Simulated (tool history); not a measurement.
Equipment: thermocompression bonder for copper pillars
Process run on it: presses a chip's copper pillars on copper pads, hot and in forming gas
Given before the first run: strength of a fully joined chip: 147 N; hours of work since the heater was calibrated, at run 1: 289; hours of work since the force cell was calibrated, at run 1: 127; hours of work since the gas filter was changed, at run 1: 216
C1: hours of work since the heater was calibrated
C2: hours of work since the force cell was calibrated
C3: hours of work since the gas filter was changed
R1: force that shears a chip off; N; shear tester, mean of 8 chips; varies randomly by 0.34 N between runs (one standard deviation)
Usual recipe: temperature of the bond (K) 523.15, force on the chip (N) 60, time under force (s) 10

{"run": 1, "hour": 0.0, "temperature of the bond (K)": 523.15, "force on the chip (N)": 60, "time under force (s)": 10, "C1": 289, "C2": 127, "C3": 216, "R1": 55.2}
{"run": 2, "hour": 37.9, "temperature of the bond (K)": 523.15, "force on the chip (N)": 48, "time under force (s)": 10, "C1": 316, "C2": 154, "C3": 243, "R1": 46.3}
{"run": 3, "hour": 62.3, "temperature of the bond (K)": 523.15, "force on the chip (N)": 48, "time under force (s)": 10, "C1": 333, "C2": 172, "C3": 261, "R1": 46}
{"run": 4, "hour": 85.7, "temperature of the bond (K)": 523.15, "force on the chip (N)": 48, "time under force (s)": 10, "C1": 350, "C2": 189, "C3": 277, "R1": 46.1}
{"run": 5, "hour": 112.4, "temperature of the bond (K)": 523.15, "force on the chip (N)": 60, "time under force (s)": 10, "C1": 369, "C2": 208, "C3": 296, "R1": 55.3}
{"run": 6, "hour": 142.8, "temperature of the bond (K)": 523.15, "force on the chip (N)": 60, "time under force (s)": 10, "C1": 391, "C2": 229, "C3": 318, "R1": 54.8}
{"run": 7, "hour": 161.4, "temperature of the bond (K)": 523.15, "force on the chip (N)": 60, "time under force (s)": 10, "C1": 404, "C2": 243, "C3": 331, "R1": 55}
{"run": 8, "hour": 191.7, "temperature of the bond (K)": 523.15, "force on the chip (N)": 61, "time under force (s)": 10, "C1": 426, "C2": 264, "C3": 353, "R1": 56}
{"run": 9, "hour": 221.9, "temperature of the bond (K)": 523.15, "force on the chip (N)": 61, "time under force (s)": 10, "C1": 447, "C2": 286, "C3": 374, "R1": 56}
{"run": 10, "hour": 254.3, "temperature of the bond (K)": 523.15, "force on the chip (N)": 60, "time under force (s)": 10, "C1": 470, "C2": 309, "C3": 398, "R1": 55.4}
{"run": 11, "hour": 278.7, "temperature of the bond (K)": 523.15, "force on the chip (N)": 60, "time under force (s)": 10, "C1": 488, "C2": 326, "C3": 415, "R1": 55.7}
{"run": 12, "hour": 321.1, "temperature of the bond (K)": 523.15, "force on the chip (N)": 53, "time under force (s)": 10, "C1": 518, "C2": 357, "C3": 445, "R1": 50.3}
{"hour": 325.7, "done": "forming gas filter changed"}
{"run": 13, "hour": 360.0, "temperature of the bond (K)": 523.15, "force on the chip (N)": 53, "time under force (s)": 10, "C1": 546, "C2": 384, "C3": 25, "R1": 51.5}
{"run": 14, "hour": 380.2, "temperature of the bond (K)": 523.15, "force on the chip (N)": 44, "time under force (s)": 10, "C1": 560, "C2": 398, "C3": 39, "R1": 44.3}
{"run": 15, "hour": 422.5, "temperature of the bond (K)": 547.15, "force on the chip (N)": 47, "time under force (s)": 10, "C1": 590, "C2": 429, "C3": 69, "R1": 65.7}
{"run": 16, "hour": 463.9, "temperature of the bond (K)": 507.15, "force on the chip (N)": 60, "time under force (s)": 10, "C1": 620, "C2": 458, "C3": 99, "R1": 45.7}
{"run": 17, "hour": 500.1, "temperature of the bond (K)": 539.15, "force on the chip (N)": 83, "time under force (s)": 14, "C1": 645, "C2": 484, "C3": 124, "R1": 97.5}
{"hour": 504.8, "done": "heater calibrated with a thermocouple chip"}
{"run": 18, "hour": 523.3, "temperature of the bond (K)": 539.15, "force on the chip (N)": 83, "time under force (s)": 14, "C1": 13, "C2": 499, "C3": 140, "R1": 98.3}
{"run": 19, "hour": 555.6, "temperature of the bond (K)": 539.15, "force on the chip (N)": 83, "time under force (s)": 14, "C1": 36, "C2": 522, "C3": 163, "R1": 98.1}
{"run": 20, "hour": 591.9, "temperature of the bond (K)": 539.15, "force on the chip (N)": 83, "time under force (s)": 14, "C1": 62, "C2": 548, "C3": 189, "R1": 97.6}
{"run": 21, "hour": 628.4, "temperature of the bond (K)": 539.15, "force on the chip (N)": 83, "time under force (s)": 14, "C1": 88, "C2": 574, "C3": 215, "R1": 98}
{"run": 22, "hour": 656.3, "temperature of the bond (K)": 539.15, "force on the chip (N)": 62, "time under force (s)": 14, "C1": 108, "C2": 594, "C3": 234, "R1": 82.9}
{"run": 23, "hour": 680.7, "temperature of the bond (K)": 523.15, "force on the chip (N)": 77, "time under force (s)": 6, "C1": 126, "C2": 611, "C3": 252, "R1": 58.3}

Forecast run 24:
{"hour": 694.3, "done": "heater calibrated with a thermocouple chip, once more"}
{"run": 24, "hour": 703.4, "temperature of the bond (K)": 510.15, "force on the chip (N)": 77, "time under force (s)": 6, "C1": 7, "C2": 626, "C3": 267, "R1": "?"}

R1: 46.2 N
Had the tool carried no hidden state, the very same run would have given R1 45 N.

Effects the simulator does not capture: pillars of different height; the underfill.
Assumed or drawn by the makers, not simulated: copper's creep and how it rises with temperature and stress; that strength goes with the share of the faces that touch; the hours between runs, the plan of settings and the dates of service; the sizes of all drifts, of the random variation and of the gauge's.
